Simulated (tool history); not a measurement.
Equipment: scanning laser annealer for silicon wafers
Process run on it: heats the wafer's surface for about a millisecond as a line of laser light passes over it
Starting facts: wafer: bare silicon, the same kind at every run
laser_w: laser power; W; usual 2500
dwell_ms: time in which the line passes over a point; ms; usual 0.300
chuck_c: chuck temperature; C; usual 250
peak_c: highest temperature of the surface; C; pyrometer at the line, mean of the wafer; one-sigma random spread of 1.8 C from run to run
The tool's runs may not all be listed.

run 1 hour=0.0 | laser_w=2500 dwell_ms=0.300 chuck_c=250 | peak_c=1040
run 2 hour=9.9 | laser_w=2500 dwell_ms=0.300 chuck_c=250 | peak_c=1037
run 3 hour=23.9 | laser_w=2500 dwell_ms=0.300 chuck_c=250 | peak_c=1036
run 4 hour=33.0 | laser_w=2500 dwell_ms=0.300 chuck_c=250 | peak_c=1036
run 5 hour=40.3 | laser_w=2500 dwell_ms=0.277 chuck_c=250 | peak_c=1006
run 6 hour=53.8 | laser_w=2500 dwell_ms=0.277 chuck_c=250 | peak_c=1000
run 7 hour=61.2 | laser_w=2500 dwell_ms=0.378 chuck_c=250 | peak_c=1156
run 8 hour=73.3 | laser_w=2500 dwell_ms=0.378 chuck_c=250 | peak_c=1155
run 9 hour=84.9 | laser_w=2500 dwell_ms=0.378 chuck_c=250 | peak_c=1153
-- hour=92.8 window over the wafer cleaned
run 10 hour=94.1 | laser_w=2500 dwell_ms=0.378 chuck_c=250 | peak_c=1167
run 11 hour=106.3 | laser_w=2535 dwell_ms=0.300 chuck_c=250 | peak_c=1058
run 12 hour=115.8 | laser_w=2535 dwell_ms=0.300 chuck_c=250 | peak_c=1062
run 13 hour=126.0 | laser_w=2500 dwell_ms=0.300 chuck_c=250 | peak_c=1053
run 14 hour=134.3 | laser_w=2500 dwell_ms=0.300 chuck_c=285 | peak_c=1089
run 15 hour=142.6 | laser_w=2500 dwell_ms=0.300 chuck_c=250 | peak_c=1051
run 16 hour=157.0 | laser_w=2672 dwell_ms=0.300 chuck_c=250 | peak_c=1099
run 17 hour=166.6 | laser_w=2672 dwell_ms=0.300 chuck_c=236 | peak_c=1086
run 18 hour=176.5 | laser_w=2672 dwell_ms=0.300 chuck_c=236 | peak_c=1081
run 19 hour=190.3 | laser_w=2500 dwell_ms=0.300 chuck_c=215 | peak_c=1017
run 20 hour=198.5 | laser_w=2500 dwell_ms=0.300 chuck_c=215 | peak_c=1015
run 21 hour=210.0 | laser_w=2500 dwell_ms=0.300 chuck_c=215 | peak_c=1016
run 22 hour=222.2 | laser_w=2500 dwell_ms=0.300 chuck_c=215 | peak_c=1014
run 23 hour=233.2 | laser_w=2500 dwell_ms=0.300 chuck_c=215 | peak_c=1013
run 24 hour=247.4 | laser_w=2500 dwell_ms=0.300 chuck_c=215 | peak_c=1015
run 25 hour=255.6 | laser_w=2500 dwell_ms=0.217 chuck_c=245 | peak_c=903
run 26 hour=262.6 | laser_w=2432 dwell_ms=0.310 chuck_c=251 | peak_c=1048
run 27 hour=276.8 | laser_w=2432 dwell_ms=0.310 chuck_c=251 | peak_c=1045
run 28 hour=289.6 | laser_w=2432 dwell_ms=0.267 chuck_c=230 | peak_c=956
run 29 hour=303.5 | laser_w=2131 dwell_ms=0.302 chuck_c=230 | peak_c=922
run 30 hour=313.1 | laser_w=2500 dwell_ms=0.259 chuck_c=250 | peak_c=977
run 31 hour=327.3 | laser_w=2236 dwell_ms=0.259 chuck_c=250 | peak_c=912
run 32 hour=337.3 | laser_w=2251 dwell_ms=0.300 chuck_c=250 | peak_c=976
run 33 hour=347.6 | laser_w=2298 dwell_ms=0.265 chuck_c=289 | peak_c=973
run 34 hour=355.1 | laser_w=2560 dwell_ms=0.370 chuck_c=278 | peak_c=1204
run 35 hour=362.6 | laser_w=2393 dwell_ms=0.275 chuck_c=247 | peak_c=974
run 36 hour=370.1 | laser_w=2500 dwell_ms=0.261 chuck_c=250 | peak_c=984
run 37 hour=383.4 | laser_w=2500 dwell_ms=0.261 chuck_c=250 | peak_c=984
run 38 hour=393.3 | laser_w=2500 dwell_ms=0.261 chuck_c=250 | peak_c=984
run 39 hour=401.4 | laser_w=2624 dwell_ms=0.276 chuck_c=256 | peak_c=1048
run 40 hour=408.2 | laser_w=2500 dwell_ms=0.301 chuck_c=220 | peak_c=1018
run 41 hour=416.9 | laser_w=2316 dwell_ms=0.229 chuck_c=244 | peak_c=876

Predict each of these 4 candidate next runs independently; none follows another, all start after run 41:
run A hour=423.0 | laser_w=2316 dwell_ms=0.229 chuck_c=217 | peak_c=?
run B hour=423.0 | laser_w=2500 dwell_ms=0.300 chuck_c=229 | peak_c=?
run C hour=423.0 | laser_w=2316 dwell_ms=0.229 chuck_c=289 | peak_c=?
run D hour=423.0 | laser_w=2196 dwell_ms=0.229 chuck_c=285 | peak_c=?

run=A peak_c=851
run=B peak_c=1026
run=C peak_c=919
run=D peak_c=888
Had the tool no hidden state, the same runs would have come out as:
run=A peak_c=853
run=B peak_c=1029
run=C peak_c=921
run=D peak_c=890
